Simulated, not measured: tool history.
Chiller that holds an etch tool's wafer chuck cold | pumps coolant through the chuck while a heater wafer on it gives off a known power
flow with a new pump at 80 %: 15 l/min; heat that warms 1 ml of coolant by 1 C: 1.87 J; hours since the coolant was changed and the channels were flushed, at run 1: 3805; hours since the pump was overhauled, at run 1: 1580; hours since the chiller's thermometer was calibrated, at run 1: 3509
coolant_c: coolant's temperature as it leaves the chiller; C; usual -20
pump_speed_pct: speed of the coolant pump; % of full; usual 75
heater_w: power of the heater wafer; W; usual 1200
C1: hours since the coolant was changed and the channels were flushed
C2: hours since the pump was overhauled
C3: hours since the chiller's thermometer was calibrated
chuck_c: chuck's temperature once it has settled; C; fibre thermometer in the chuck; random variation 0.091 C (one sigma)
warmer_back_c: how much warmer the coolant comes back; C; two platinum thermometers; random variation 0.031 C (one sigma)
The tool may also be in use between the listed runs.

Run 1, hour 0.0: usual settings; C1 3805; C2 1580; C3 3509. Result: chuck_c -12.67 C, warmer_back_c 2.93 C.
Run 2, hour 89.6: usual settings; C1 3894; C2 1670; C3 3599. Result: chuck_c -12.57 C, warmer_back_c 2.89 C.
Run 3, hour 160.5: usual settings; C1 3965; C2 1741; C3 3670. Result: chuck_c -12.77 C, warmer_back_c 2.91 C.
Run 4, hour 249.1: usual settings; C1 4054; C2 1829; C3 3758. Result: chuck_c -12.64 C, warmer_back_c 2.87 C.
Run 5, hour 313.3: usual settings; C1 4118; C2 1893; C3 3822. Result: chuck_c -12.38 C, warmer_back_c 2.97 C.
Run 6, hour 363.2: usual settings; C1 4168; C2 1943; C3 3872. Result: chuck_c -12.51 C, warmer_back_c 2.87 C.
Run 7, hour 456.2: usual settings; C1 4261; C2 2036; C3 3965. Result: chuck_c -12.41 C, warmer_back_c 2.88 C.
Run 8, hour 526.7: usual settings but heater_w 970 W; C1 4332; C2 2107; C3 4036. Result: chuck_c -14.13 C, warmer_back_c 2.36 C.
At hour 536.0: chiller's thermometer calibrated.
Run 9, hour 579.9: usual settings but coolant_c -30 C, pump_speed_pct 79 % of full, heater_w 632 W; C1 4384; C2 2159; C3 44. Result: chuck_c -27.35 C, warmer_back_c 1.44 C.
Run 10, hour 682.6: usual settings but pump_speed_pct 64 % of full, heater_w 1710 W; C1 4486; C2 2262; C3 147. Result: chuck_c -7.73 C, warmer_back_c 4.97 C.
Run 11, hour 745.4: usual settings but pump_speed_pct 64 % of full, heater_w 1710 W; C1 4549; C2 2325; C3 209. Result: chuck_c -7.71 C, warmer_back_c 4.98 C.
Run 12, hour 840.0: usual settings but pump_speed_pct 64 % of full, heater_w 1710 W; C1 4644; C2 2419; C3 304. Result: chuck_c -7.67 C, warmer_back_c 5.00 C.
At hour 849.0: chiller's thermometer calibrated, once more.
Run 13, hour 921.5: usual settings but coolant_c -19 C, heater_w 604 W; C1 4724; C2 2500; C3 72. Result: chuck_c -14.77 C, warmer_back_c 1.46 C.
Run 14, hour 1018.6: usual settings but coolant_c -19 C, heater_w 604 W; C1 4821; C2 2597; C3 170. Result: chuck_c -14.81 C, warmer_back_c 1.44 C.

Hidden state or all else? Some run-to-run changes of chuck_c, split into what the settings, what came in and random variation would give without the hidden state, and what is left for the hidden state (with any gauge scatter that isn't in both results):
The hidden state here: heat passed by the chuck's channels, % of clean ones'; flow at a given pump speed, % of a new pump's; coolant's true temperature over the reading, C; drift of the gauge itself on chuck_c, C; drift of the gauge itself on warmer_back_c, C.
Run 9 -> 10: coolant_c -30 -> -20, pump_speed_pct 79 -> 64, heater_w 632 -> 1710. chuck_c +19.62 C: hidden state +1.27, all else +18.35.
